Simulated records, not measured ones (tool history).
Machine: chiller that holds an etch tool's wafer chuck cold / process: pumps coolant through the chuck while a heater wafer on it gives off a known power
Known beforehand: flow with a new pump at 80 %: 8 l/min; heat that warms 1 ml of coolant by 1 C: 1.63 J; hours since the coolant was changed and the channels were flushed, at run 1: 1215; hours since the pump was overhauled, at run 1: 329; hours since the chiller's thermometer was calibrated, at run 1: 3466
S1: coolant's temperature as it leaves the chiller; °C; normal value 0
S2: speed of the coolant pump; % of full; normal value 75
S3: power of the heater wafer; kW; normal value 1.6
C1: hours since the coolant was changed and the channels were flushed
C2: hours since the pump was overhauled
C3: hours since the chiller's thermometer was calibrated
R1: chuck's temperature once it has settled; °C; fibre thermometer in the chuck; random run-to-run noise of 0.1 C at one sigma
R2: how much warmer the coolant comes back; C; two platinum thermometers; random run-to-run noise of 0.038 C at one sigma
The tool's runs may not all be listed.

run   hour   S1  S2     S3    C1    C2    C3    R1     R2
  1      0    0  75    1.6  1215   329  3466  19.5   7.89
  2   26.4    0  75    1.6  1241   355  3493  19.4   7.85
  3   63.7    0  75    1.6  1279   392  3530  19.3   7.88
  4     86    0  75  1.946  1301   415  3552  23.7   9.64
  5  107.1   -4  75    1.6  1322   436  3573  15.5   7.85
  6  125.9    0  69    1.6  1341   455  3592  20.8    8.6
  7  153.3    0  75    1.6  1368   482  3620  19.6   7.84
  8  185.3    0  75    1.6  1400   514  3652  19.5   7.86
  9  217.7    0  75    1.6  1433   546  3684  19.5    7.8
 10  252.5    0  75    1.6  1467   581  3719  19.4   7.83
 11  270.6    0  75  1.935  1485   599  3737  23.5   9.41
 12  314.2    0  75  1.935  1529   643  3781  23.7   9.48
 13  348.5    0  75  1.935  1563   677  3815  23.7   9.42
 14  389.1    0  75  1.935  1604   718  3856  23.6   9.34
 15    412    0  75  1.935  1627   741  3878  23.7   9.38
 16  432.6    9  85  1.935  1648   761  3899  30.1   8.14
 17  476.9    0  64    1.6  1692   806  3943  22.1    9.2
 18  511.1  -10  99  1.237  1726   840  3977     2   4.26
     521.7  -- gauge calibrated
 19  544.1    0  65  1.767  1759   873  4010  24.1  10.25
 20  582.1   -9  91  2.214  1797   911  4049  14.3   8.81
 21  608.6    6  66  1.283  1824   937  4075  23.5   7.19
 22  632.4    3  78  1.346  1847   961  4099  18.9   6.31
 23  662.8    3  78  1.346  1878   992  4129  19.1   6.29
 24  686.5    5  75  1.082  1901  1015  4153  18.2    5.3
 25  718.1   -1  76  1.003  1933  1047  4185    11   4.86
 26    742   -6  67  1.785  1957  1071  4208  17.9   9.97
 27  786.1  -10  75  2.078  2001  1115  4253  15.4  10.22
 28  814.4  -10  61  2.114  2029  1143  4281  20.3  13.08
 29  833.2   -4  61  1.018  2048  1162  4300  10.5   6.18

What would each run have given without the hidden state, its run-to-run variation left as it was?
Unlogged tool condition in this case: heat passed by the chuck's channels, % of clean ones'; flow at a given pump speed, % of a new pump's; coolant's true temperature over the reading, C; drift of the gauge itself on chuck_c, C; drift of the gauge itself on warmer_back_c, C.
run     R2
  1   7.89
  2   7.86
  3    7.9
  4   9.67
  5   7.89
  6   8.64
  7    7.9
  8   7.93
  9   7.89
 10   7.93
 11   9.51
 12    9.6
 13   9.56
 14    9.5
 15   9.54
 16    8.3
 17   9.39
 18   4.46
 19  10.26
 20   8.83
 21   7.23
 22   6.35
 23   6.35
 24   5.36
 25   4.94
 26  10.05
 27  10.33
 28  13.19
 29    6.3
For R1, the value without the hidden state is never more than 0.1 °C from the measured value.
